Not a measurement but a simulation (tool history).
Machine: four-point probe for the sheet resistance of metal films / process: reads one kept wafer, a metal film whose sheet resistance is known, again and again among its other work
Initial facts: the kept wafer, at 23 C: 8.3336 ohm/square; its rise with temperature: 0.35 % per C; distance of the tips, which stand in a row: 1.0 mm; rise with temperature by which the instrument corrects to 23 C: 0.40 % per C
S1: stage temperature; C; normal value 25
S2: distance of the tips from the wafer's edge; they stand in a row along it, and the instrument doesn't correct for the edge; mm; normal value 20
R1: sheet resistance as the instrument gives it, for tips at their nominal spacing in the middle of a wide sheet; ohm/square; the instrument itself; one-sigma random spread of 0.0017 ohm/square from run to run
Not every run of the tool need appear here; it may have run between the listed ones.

Run 1, hour 0.0: usual settings. Result: R1 8.333270 ohm/square.
Run 2, hour 52.0: usual settings but S1 19 C. Result: R1 8.353031 ohm/square.
Run 3, hour 143.8: usual settings but S2 4 mm. Result: R1 8.589817 ohm/square.
Run 4, hour 197.6: usual settings but S2 4 mm. Result: R1 8.589245 ohm/square.
Run 5, hour 318.4: usual settings but S2 4 mm. Result: R1 8.585773 ohm/square.
Run 6, hour 428.2: usual settings but S2 4 mm. Result: R1 8.584958 ohm/square.
Run 7, hour 498.6: usual settings but S1 28 C. Result: R1 8.309484 ohm/square.
Run 8, hour 549.1: usual settings but S1 34 C. Result: R1 8.288342 ohm/square.
Run 9, hour 625.0: usual settings. Result: R1 8.321042 ohm/square.
Run 10, hour 738.6: usual settings. Result: R1 8.317274 ohm/square.
Run 11, hour 795.1: usual settings. Result: R1 8.315797 ohm/square.
Run 12, hour 899.2: usual settings but S1 30 C. Result: R1 8.295643 ohm/square.
Run 13, hour 976.4: usual settings but S1 30 C. Result: R1 8.295154 ohm/square.
Run 14, hour 1074.8: usual settings but S1 30 C, S2 7 mm. Result: R1 8.371942 ohm/square.
Run 15, hour 1168.4: usual settings. Result: R1 8.305810 ohm/square.
Run 16, hour 1219.7: usual settings but S1 24 C. Result: R1 8.308353 ohm/square.
Run 17, hour 1307.1: usual settings but S1 24 C. Result: R1 8.308966 ohm/square.
Run 18, hour 1415.4: usual settings but S1 24 C. Result: R1 8.306564 ohm/square.
Run 19, hour 1509.2: usual settings but S1 24 C. Result: R1 8.302417 ohm/square.
Run 20, hour 1563.5: usual settings but S2 53 mm. Result: R1 8.286654 ohm/square.
Run 21, hour 1658.3: usual settings but S2 53 mm. Result: R1 8.286342 ohm/square.
Run 22, hour 1753.7: usual settings but S2 53 mm. Result: R1 8.282810 ohm/square.
At hour 1771.9: stage's thermometer calibrated.
Run 23, hour 1865.3: usual settings but S1 32 C, S2 5 mm. Result: R1 8.437738 ohm/square.
Run 24, hour 1979.2: usual settings but S1 23 C, S2 42 mm. Result: R1 8.292192 ohm/square.
At hour 2054.9: stage's thermometer calibrated, once more.
Run 25, hour 2092.9: usual settings but S1 23 C, S2 42 mm. Result: R1 8.265603 ohm/square.
Run 26, hour 2168.2: usual settings but S1 23 C, S2 42 mm. Result: R1 8.265555 ohm/square.
Run 27, hour 2221.1: usual settings but S1 32 C, S2 22 mm. Result: R1 8.237131 ohm/square.
Run 28, hour 2323.6: usual settings but S1 32 C, S2 22 mm. Result: R1 8.235027 ohm/square.
Run 29, hour 2425.7: usual settings but S1 29 C, S2 18 mm. Result: R1 8.249342 ohm/square.
Run 30, hour 2541.9: usual settings but S1 26 C, S2 13 mm. Result: R1 8.269974 ohm/square.
Run 31, hour 2644.2: usual settings but S1 26 C, S2 13 mm. Result: R1 8.267160 ohm/square.
Run 32, hour 2758.1: usual settings but S1 26 C, S2 13 mm. Result: R1 8.268685 ohm/square.
Run 33, hour 2840.7: usual settings but S1 20 C. Result: R1 8.268165 ohm/square.
Run 34, hour 2891.8: usual settings but S1 20 C, S2 69 mm. Result: R1 8.259212 ohm/square.
Run 35, hour 2983.4: usual settings but S1 28 C, S2 12 mm. Result: R1 8.259474 ohm/square.
Run 36, hour 3045.1: usual settings but S1 28 C, S2 12 mm. Result: R1 8.257531 ohm/square.
Run 37, hour 3116.5: usual settings but S1 19 C, S2 17 mm. Result: R1 8.270248 ohm/square.
Run 38, hour 3202.5: usual settings but S1 20 C, S2 13 mm. Result: R1 8.280666 ohm/square.
At hour 3218.3: new probe head fitted.
Run 39, hour 3259.7: usual settings but S1 34 C, S2 74 mm. Result: R1 8.283406 ohm/square.
Run 40, hour 3381.6: usual settings but S1 32 C, S2 54 mm. Result: R1 8.287330 ohm/square.
Run 41, hour 3453.2: usual settings but S1 32 C, S2 54 mm. Result: R1 8.286977 ohm/square.
Run 42, hour 3531.3: usual settings but S1 32 C, S2 54 mm. Result: R1 8.289105 ohm/square.
Run 43, hour 3650.3: usual settings but S1 26 C, S2 10 mm. Result: R1 8.346344 ohm/square.
Run 44, hour 3742.3: usual settings but S1 32 C, S2 10 mm. Result: R1 8.325828 ohm/square.

Branching from run 44: 4 alternative next runs. What would each branch give?
Run A, hour 3808.4: usual settings but S1 19 C, S2 11 mm. Result: R1 ?.
Run B, hour 3808.4: usual settings but S1 32 C, S2 67 mm. Result: R1 ?.
Run C, hour 3808.4: usual settings but S1 32 C, S2 13 mm. Result: R1 ?.
Run D, hour 3808.4: usual settings but S1 32 C, S2 5 mm. Result: R1 ?.

run        R1
  A  8.361343
  B  8.278686
  C  8.303070
  D  8.451706
Had the tool no hidden state, the same runs would have come out as:
run        R1
  A  8.385052
  B  8.302713
  C  8.327159
  D  8.476175
